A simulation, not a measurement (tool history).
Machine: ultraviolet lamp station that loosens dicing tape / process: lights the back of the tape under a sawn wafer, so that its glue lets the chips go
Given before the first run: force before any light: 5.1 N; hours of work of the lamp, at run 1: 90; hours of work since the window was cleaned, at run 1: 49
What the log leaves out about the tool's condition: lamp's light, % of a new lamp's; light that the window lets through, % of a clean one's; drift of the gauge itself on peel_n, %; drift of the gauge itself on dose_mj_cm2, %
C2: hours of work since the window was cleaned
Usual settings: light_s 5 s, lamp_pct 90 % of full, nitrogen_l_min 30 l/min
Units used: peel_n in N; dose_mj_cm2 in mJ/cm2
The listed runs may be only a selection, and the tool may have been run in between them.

run 1 day=0.000 | light_s=5 lamp_pct=90 nitrogen_l_min=30 | hours_of_work_of_the_lamp=90 C2=49 | peel_n=0.627 dose_mj_cm2=459
run 2 day=0.379 | light_s=4 lamp_pct=90 nitrogen_l_min=30 | hours_of_work_of_the_lamp=95 C2=55 | peel_n=0.889 dose_mj_cm2=365
run 3 day=0.571 | light_s=4 lamp_pct=90 nitrogen_l_min=30 | hours_of_work_of_the_lamp=98 C2=58 | peel_n=0.884 dose_mj_cm2=368
run 4 day=0.892 | light_s=6 lamp_pct=90 nitrogen_l_min=30 | hours_of_work_of_the_lamp=103 C2=63 | peel_n=0.493 dose_mj_cm2=549
run 5 day=1.121 | light_s=6 lamp_pct=90 nitrogen_l_min=30 | hours_of_work_of_the_lamp=107 C2=66 | peel_n=0.489 dose_mj_cm2=550
run 6 day=1.454 | light_s=6 lamp_pct=90 nitrogen_l_min=30 | hours_of_work_of_the_lamp=112 C2=71 | peel_n=0.480 dose_mj_cm2=547
run 7 day=1.617 | light_s=6 lamp_pct=90 nitrogen_l_min=30 | hours_of_work_of_the_lamp=114 C2=74 | peel_n=0.470 dose_mj_cm2=550
run 8 day=1.983 | light_s=6 lamp_pct=90 nitrogen_l_min=30 | hours_of_work_of_the_lamp=120 C2=79 | peel_n=0.495 dose_mj_cm2=549
run 9 day=2.200 | light_s=6 lamp_pct=80 nitrogen_l_min=30 | hours_of_work_of_the_lamp=123 C2=83 | peel_n=0.585 dose_mj_cm2=486
-- day=2.250 window cleaned of glue's vapour
run 10 day=2.438 | light_s=6 lamp_pct=80 nitrogen_l_min=30 | hours_of_work_of_the_lamp=127 C2=3 | peel_n=0.569 dose_mj_cm2=485
run 11 day=2.688 | light_s=3 lamp_pct=80 nitrogen_l_min=30 | hours_of_work_of_the_lamp=131 C2=7 | peel_n=1.554 dose_mj_cm2=245
run 12 day=2.992 | light_s=3 lamp_pct=80 nitrogen_l_min=30 | hours_of_work_of_the_lamp=135 C2=11 | peel_n=1.573 dose_mj_cm2=242
run 13 day=3.225 | light_s=3 lamp_pct=80 nitrogen_l_min=30 | hours_of_work_of_the_lamp=139 C2=15 | peel_n=1.506 dose_mj_cm2=240
run 14 day=3.458 | light_s=7 lamp_pct=80 nitrogen_l_min=20 | hours_of_work_of_the_lamp=142 C2=19 | peel_n=0.576 dose_mj_cm2=554
-- day=3.667 window cleaned of glue's vapour, once more
run 15 day=3.671 | light_s=9 lamp_pct=90 nitrogen_l_min=9 | hours_of_work_of_the_lamp=145 C2=0 | peel_n=0.463 dose_mj_cm2=818
run 16 day=4.042 | light_s=5 lamp_pct=89 nitrogen_l_min=34 | hours_of_work_of_the_lamp=151 C2=6 | peel_n=0.657 dose_mj_cm2=448
run 17 day=4.383 | light_s=5 lamp_pct=89 nitrogen_l_min=34 | hours_of_work_of_the_lamp=156 C2=11 | peel_n=0.624 dose_mj_cm2=446
run 18 day=4.600 | light_s=5 lamp_pct=91 nitrogen_l_min=34 | hours_of_work_of_the_lamp=160 C2=14 | peel_n=0.604 dose_mj_cm2=448
run 19 day=4.908 | light_s=2 lamp_pct=93 nitrogen_l_min=14 | hours_of_work_of_the_lamp=164 C2=19 | peel_n=2.447 dose_mj_cm2=190
run 20 day=5.154 | light_s=5 lamp_pct=67 nitrogen_l_min=14 | hours_of_work_of_the_lamp=168 C2=23 | peel_n=1.405 dose_mj_cm2=337
run 21 day=5.379 | light_s=5 lamp_pct=67 nitrogen_l_min=14 | hours_of_work_of_the_lamp=172 C2=26 | peel_n=1.458 dose_mj_cm2=333
run 22 day=5.588 | light_s=10 lamp_pct=90 nitrogen_l_min=30 | hours_of_work_of_the_lamp=175 C2=30 | peel_n=0.260 dose_mj_cm2=908
run 23 day=5.754 | light_s=10 lamp_pct=90 nitrogen_l_min=30 | hours_of_work_of_the_lamp=177 C2=32 | peel_n=0.259 dose_mj_cm2=888
run 24 day=6.117 | light_s=8 lamp_pct=90 nitrogen_l_min=22 | hours_of_work_of_the_lamp=183 C2=38 | peel_n=0.391 dose_mj_cm2=716
run 25 day=6.329 | light_s=3 lamp_pct=90 nitrogen_l_min=14 | hours_of_work_of_the_lamp=186 C2=41 | peel_n=1.814 dose_mj_cm2=268
run 26 day=6.625 | light_s=3 lamp_pct=90 nitrogen_l_min=15 | hours_of_work_of_the_lamp=191 C2=45 | peel_n=1.738 dose_mj_cm2=263

Below are 4 alternative next runs, each starting from the tool's condition after run 26. Predict each:
run A day=6.912 | light_s=3 lamp_pct=65 nitrogen_l_min=15 | hours_of_work_of_the_lamp=195 C2=50 | peel_n=? dose_mj_cm2=?
run B day=6.912 | light_s=3 lamp_pct=90 nitrogen_l_min=37 | hours_of_work_of_the_lamp=195 C2=50 | peel_n=? dose_mj_cm2=?
run C day=6.912 | light_s=10 lamp_pct=90 nitrogen_l_min=20 | hours_of_work_of_the_lamp=195 C2=50 | peel_n=? dose_mj_cm2=?
run D day=6.912 | light_s=10 lamp_pct=90 nitrogen_l_min=10 | hours_of_work_of_the_lamp=195 C2=50 | peel_n=? dose_mj_cm2=?

run=A peel_n=2.333 dose_mj_cm2=190
run=B peel_n=1.263 dose_mj_cm2=265
run=C peel_n=0.285 dose_mj_cm2=887
run=D peel_n=0.402 dose_mj_cm2=879
The same runs, with their run-to-run variation unchanged, on a tool lacking any hidden condition would have given:
run=A peel_n=2.136 dose_mj_cm2=213
run=B peel_n=1.092 dose_mj_cm2=296
run=C peel_n=0.256 dose_mj_cm2=992
run=D peel_n=0.344 dose_mj_cm2=983
